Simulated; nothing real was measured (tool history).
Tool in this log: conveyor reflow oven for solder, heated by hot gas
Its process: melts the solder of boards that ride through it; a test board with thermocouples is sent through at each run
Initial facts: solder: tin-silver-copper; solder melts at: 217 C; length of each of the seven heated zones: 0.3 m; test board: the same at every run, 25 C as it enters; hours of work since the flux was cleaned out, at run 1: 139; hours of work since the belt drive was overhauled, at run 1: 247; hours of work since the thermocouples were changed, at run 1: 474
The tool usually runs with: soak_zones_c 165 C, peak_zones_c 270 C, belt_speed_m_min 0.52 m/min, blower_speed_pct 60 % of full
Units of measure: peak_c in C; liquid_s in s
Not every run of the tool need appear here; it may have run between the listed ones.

| run | hour | soak_zones_c | peak_zones_c | belt_speed_m_min | blower_speed_pct | hours of work since the flux was cleaned out | hours of work since the belt drive was overhauled | hours of work since the thermocouples were changed | peak_c | liquid_s |
|---|---|---|---|---|---|---|---|---|---|---|
| 1 | 0 | 165 | 270 | 0.52 | 60 | 139 | 247 | 474 | 247 | 43.9 |
| 2 | 15.4 | 165 | 270 | 0.52 | 60 | 149 | 257 | 484 | 246.7 | 45 |
| 3 | 30.4 | 165 | 270 | 0.52 | 60 | 158 | 266 | 493 | 247.2 | 43.8 |
| 4 | 38.8 | 165 | 270 | 0.52 | 60 | 164 | 272 | 499 | 246.6 | 43.9 |
| 5 | 48.7 | 165 | 270 | 0.52 | 60 | 170 | 278 | 505 | 246.3 | 44.2 |
| 6 | 60.2 | 165 | 270 | 0.599 | 60 | 177 | 285 | 512 | 240.5 | 31.8 |
| 7 | 72.8 | 165 | 270 | 0.52 | 53 | 185 | 293 | 520 | 243.3 | 40.9 |
| 8 | 84.3 | 165 | 270 | 0.52 | 51 | 192 | 300 | 527 | 242.1 | 39.9 |
| 9 | 91.7 | 165 | 270 | 0.52 | 51 | 197 | 305 | 532 | 242.1 | 38.8 |
| 10 | 107.3 | 165 | 270 | 0.52 | 60 | 207 | 315 | 542 | 246.7 | 42.7 |
|  | 119.5 | thermocouples of zones 6 and 7 changed |
| 11 | 125.7 | 165 | 284 | 0.52 | 60 | 217 | 325 | 4 | 258.4 | 51.7 |
| 12 | 134.3 | 165 | 284 | 0.52 | 60 | 222 | 330 | 9 | 258.9 | 52.2 |
| 13 | 145.5 | 165 | 270 | 0.605 | 60 | 229 | 337 | 16 | 241.1 | 32.7 |
| 14 | 155.9 | 165 | 270 | 0.605 | 60 | 236 | 344 | 23 | 240.9 | 33.1 |
| 15 | 165.9 | 165 | 270 | 0.605 | 60 | 242 | 350 | 29 | 240.7 | 32.8 |
| 16 | 175.9 | 173 | 277 | 0.605 | 60 | 249 | 356 | 35 | 248 | 39.8 |
| 17 | 186.2 | 173 | 277 | 0.588 | 81 | 255 | 363 | 42 | 256.3 | 47.3 |
| 18 | 201.7 | 165 | 270 | 0.52 | 74 | 265 | 373 | 52 | 251.1 | 48.8 |
| 19 | 210.3 | 165 | 270 | 0.52 | 74 | 270 | 378 | 57 | 252.3 | 46.6 |
| 20 | 219.6 | 165 | 276 | 0.543 | 74 | 276 | 384 | 63 | 255.3 | 48.5 |
| 21 | 234 | 160 | 278 | 0.447 | 55 | 285 | 393 | 72 | 256.1 | 58.6 |
| 22 | 247.1 | 160 | 278 | 0.447 | 55 | 293 | 401 | 80 | 257.1 | 57.5 |
| 23 | 260.5 | 172 | 274 | 0.476 | 68 | 302 | 410 | 89 | 256.9 | 59.2 |
| 24 | 276 | 156 | 270 | 0.439 | 60 | 311 | 419 | 98 | 250.4 | 54 |
| 25 | 286.5 | 157 | 268 | 0.609 | 87 | 318 | 426 | 105 | 245.5 | 35 |
| 26 | 296.9 | 166 | 274 | 0.431 | 84 | 325 | 432 | 111 | 261.4 | 67.9 |
| 27 | 308.5 | 165 | 283 | 0.484 | 60 | 332 | 440 | 119 | 260.5 | 57.3 |
| 28 | 321.8 | 165 | 283 | 0.56 | 60 | 340 | 448 | 127 | 254.1 | 44 |
| 29 | 329.9 | 180 | 277 | 0.56 | 60 | 345 | 453 | 132 | 252.5 | 48.8 |
| 30 | 345.9 | 155 | 270 | 0.606 | 60 | 355 | 463 | 142 | 237.4 | 26.6 |

Entry by entry between the runs, the difference in hidden state between the last listed run before and the first listed run after:
Logged between run 10 and run 11: thermocouples of zones 6 and 7 changed (hour 119.5)
  heat that the gas passes to the board, % of a clean oven's: 94.9 -> 94.6; belt's true speed, % of the reading: 99.71 -> 99.7; true gas temperature in zones 6 and 7 over the reading, C: -2.26 -> -0.63
  measured less the result without the state, peak_c: -3.2 -> -2.1 C; liquid_s: -2.6 -> -1.2 s
